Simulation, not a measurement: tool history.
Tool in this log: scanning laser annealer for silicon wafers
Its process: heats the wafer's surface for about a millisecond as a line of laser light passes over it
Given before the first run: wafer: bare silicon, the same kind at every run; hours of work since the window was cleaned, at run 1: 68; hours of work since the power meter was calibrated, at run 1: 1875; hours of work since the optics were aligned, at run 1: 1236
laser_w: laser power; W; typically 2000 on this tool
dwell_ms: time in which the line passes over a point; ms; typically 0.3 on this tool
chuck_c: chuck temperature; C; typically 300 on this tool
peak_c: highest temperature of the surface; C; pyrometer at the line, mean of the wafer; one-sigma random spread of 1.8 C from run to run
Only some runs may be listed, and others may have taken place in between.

run,hour,laser_w,dwell_ms,chuck_c,hours of work since the window was cleaned,hours of work since the power meter was calibrated,hours of work since the optics were aligned,peak_c
1,0,2000,0.3,300,68,1875,1236,1019
2,60.4,2000,0.3,288,108,1914,1276,1005
# hour 155.7: optics aligned, line set to its width
3,158.2,2000,0.3,288,169,1976,2,1030
4,200.5,2000,0.23,300,197,2003,30,956
5,255.8,2000,0.3,300,233,2040,66,1040
6,308.9,2000,0.3,300,268,2075,101,1037
7,361.8,2000,0.301,300,303,2110,136,1033
8,451,2000,0.301,300,362,2168,194,1030
9,545,2000,0.301,280,424,2230,256,1003
10,598.5,1812,0.3,300,459,2265,292,932
11,697.7,2000,0.3,267,524,2331,357,979
12,752.6,2000,0.3,322,560,2367,393,1031
# hour 780.6: window over the wafer cleaned
13,845.8,2000,0.3,322,43,2427,453,1063
14,929.6,2000,0.3,322,98,2482,508,1058
15,1014.1,2000,0.3,322,154,2538,564,1055
16,1081.7,2000,0.3,322,198,2582,608,1047
17,1122.3,2000,0.3,300,225,2609,635,1024
18,1173.9,2000,0.3,300,259,2643,669,1023
19,1220.1,1986,0.3,300,289,2673,699,1015
20,1278.1,1986,0.3,300,327,2711,738,1010
21,1333.7,2000,0.3,300,364,2748,774,1015
22,1405.4,2076,0.329,293,411,2795,821,1069
23,1463.8,2076,0.329,293,450,2834,860,1063
24,1539.4,2070,0.21,321,500,2883,910,945
25,1585.9,2070,0.21,321,530,2914,940,943
# hour 1656.7: window over the wafer cleaned
26,1674.9,1742,0.227,340,12,2971,997,878
27,1770,1742,0.227,340,75,3034,1060,870
28,1870.1,1742,0.323,310,141,3100,1126,930
29,1963.9,2061,0.221,335,202,3162,1188,985
30,2013.6,2000,0.333,327,235,3194,1220,1077
31,2080.7,2000,0.333,327,279,3238,1265,1070
32,2165.4,2000,0.333,327,335,3294,1320,1065
# hour 2189.2: optics aligned, line set to its width
33,2244.7,2000,0.333,327,384,3343,37,1091
34,2343.1,1940,0.377,317,449,3408,101,1092
35,2413.2,2000,0.3,332,495,3454,147,1052
36,2482.9,2041,0.3,335,541,3500,193,1067
37,2532.5,2007,0.356,300,573,3533,226,1073
# hour 2541: window over the wafer cleaned
38,2596.7,2014,0.3,300,37,3574,267,1055
39,2652,1985,0.3,309,73,3610,303,1049
40,2718.7,2119,0.268,260,117,3654,347,1023
41,2759.8,2000,0.311,300,144,3681,374,1054

Predict each of these 3 candidate next runs independently; none follows another, all start after run 41:
A,2803.9,2000,0.3,270,173,3710,403,?
B,2803.9,1808,0.321,303,173,3710,403,?
C,2803.9,2000,0.357,291,173,3710,403,?

run,peak_c
A,1008
B,970
C,1090
Take away the tool's hidden state, keep each run's random variation, and the runs would have read:
run,peak_c
A,1027
B,988
C,1111
